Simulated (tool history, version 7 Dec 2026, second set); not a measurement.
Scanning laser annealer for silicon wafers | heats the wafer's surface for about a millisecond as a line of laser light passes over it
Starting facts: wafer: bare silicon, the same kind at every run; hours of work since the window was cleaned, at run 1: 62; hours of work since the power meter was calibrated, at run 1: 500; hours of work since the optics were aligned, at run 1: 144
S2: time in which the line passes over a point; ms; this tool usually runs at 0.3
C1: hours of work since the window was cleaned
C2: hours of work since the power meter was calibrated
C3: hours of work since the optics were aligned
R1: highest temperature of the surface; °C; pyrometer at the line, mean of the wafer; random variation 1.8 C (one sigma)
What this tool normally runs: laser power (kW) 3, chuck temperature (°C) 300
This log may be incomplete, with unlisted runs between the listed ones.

run 1 day=0 | laser_power_(kW)=3 S2=0.3 chuck_temperature_(°C)=300 | C1=62 C2=500 C3=144 | R1=1026
run 2 day=0.646 | laser_power_(kW)=2.835 S2=0.3 chuck_temperature_(°C)=300 | C1=71 C2=509 C3=153 | R1=973
run 3 day=1.529 | laser_power_(kW)=2.835 S2=0.3 chuck_temperature_(°C)=300 | C1=83 C2=521 C3=166 | R1=976
run 4 day=2.15 | laser_power_(kW)=3 S2=0.3 chuck_temperature_(°C)=300 | C1=92 C2=530 C3=174 | R1=1026
run 5 day=2.862 | laser_power_(kW)=3 S2=0.3 chuck_temperature_(°C)=300 | C1=101 C2=540 C3=184 | R1=1021
run 6 day=4.042 | laser_power_(kW)=3 S2=0.3 chuck_temperature_(°C)=300 | C1=118 C2=556 C3=200 | R1=1021
run 7 day=5.292 | laser_power_(kW)=3 S2=0.3 chuck_temperature_(°C)=300 | C1=135 C2=574 C3=218 | R1=1025
run 8 day=6.488 | laser_power_(kW)=3 S2=0.3 chuck_temperature_(°C)=285 | C1=152 C2=590 C3=234 | R1=1009
run 9 day=7.175 | laser_power_(kW)=3.299 S2=0.3 chuck_temperature_(°C)=300 | C1=161 C2=600 C3=244 | R1=1117
run 10 day=8.275 | laser_power_(kW)=3.299 S2=0.3 chuck_temperature_(°C)=300 | C1=176 C2=615 C3=259 | R1=1114
run 11 day=9.454 | laser_power_(kW)=3 S2=0.25 chuck_temperature_(°C)=300 | C1=193 C2=631 C3=275 | R1=958
run 12 day=10.392 | laser_power_(kW)=3 S2=0.321 chuck_temperature_(°C)=300 | C1=206 C2=644 C3=288 | R1=1042
run 13 day=11.567 | laser_power_(kW)=3 S2=0.321 chuck_temperature_(°C)=300 | C1=222 C2=660 C3=305 | R1=1040
run 14 day=12.788 | laser_power_(kW)=3 S2=0.225 chuck_temperature_(°C)=316 | C1=239 C2=677 C3=321 | R1=942
run 15 day=13.754 | laser_power_(kW)=3 S2=0.225 chuck_temperature_(°C)=316 | C1=252 C2=691 C3=335 | R1=940
run 16 day=14.596 | laser_power_(kW)=2.99 S2=0.345 chuck_temperature_(°C)=300 | C1=264 C2=702 C3=346 | R1=1062
run 17 day=15.717 | laser_power_(kW)=2.99 S2=0.345 chuck_temperature_(°C)=300 | C1=279 C2=718 C3=362 | R1=1062
-- day=15.871 window over the wafer cleaned
run 18 day=16.604 | laser_power_(kW)=3 S2=0.3 chuck_temperature_(°C)=267 | C1=10 C2=729 C3=373 | R1=973
run 19 day=17.296 | laser_power_(kW)=3 S2=0.323 chuck_temperature_(°C)=336 | C1=20 C2=739 C3=383 | R1=1071
run 20 day=18.462 | laser_power_(kW)=3 S2=0.289 chuck_temperature_(°C)=300 | C1=36 C2=755 C3=399 | R1=997
run 21 day=19.575 | laser_power_(kW)=2.714 S2=0.289 chuck_temperature_(°C)=323 | C1=51 C2=770 C3=414 | R1=930
run 22 day=20.629 | laser_power_(kW)=2.714 S2=0.289 chuck_temperature_(°C)=323 | C1=66 C2=785 C3=429 | R1=930
-- day=20.979 window over the wafer cleaned, once more
run 23 day=21.308 | laser_power_(kW)=2.714 S2=0.289 chuck_temperature_(°C)=323 | C1=5 C2=793 C3=437 | R1=950
run 24 day=21.879 | laser_power_(kW)=3.048 S2=0.3 chuck_temperature_(°C)=300 | C1=12 C2=801 C3=445 | R1=1044

Each row is a separate what-if for the run after 24, all from the same tool condition, not one after another. Results?
run A day=23.167 | laser_power_(kW)=3 S2=0.228 chuck_temperature_(°C)=278 | C1=30 C2=819 C3=463 | R1=?
run B day=23.167 | laser_power_(kW)=3 S2=0.3 chuck_temperature_(°C)=266 | C1=30 C2=819 C3=463 | R1=?
run C day=23.167 | laser_power_(kW)=2.604 S2=0.3 chuck_temperature_(°C)=300 | C1=30 C2=819 C3=463 | R1=?
run D day=23.167 | laser_power_(kW)=3.048 S2=0.343 chuck_temperature_(°C)=285 | C1=30 C2=819 C3=463 | R1=?

run=A R1=917
run=B R1=996
run=C R1=904
run=D R1=1076
Without the tool's unlogged condition, the same runs would have read:
run=A R1=920
run=B R1=999
run=C R1=907
run=D R1=1079
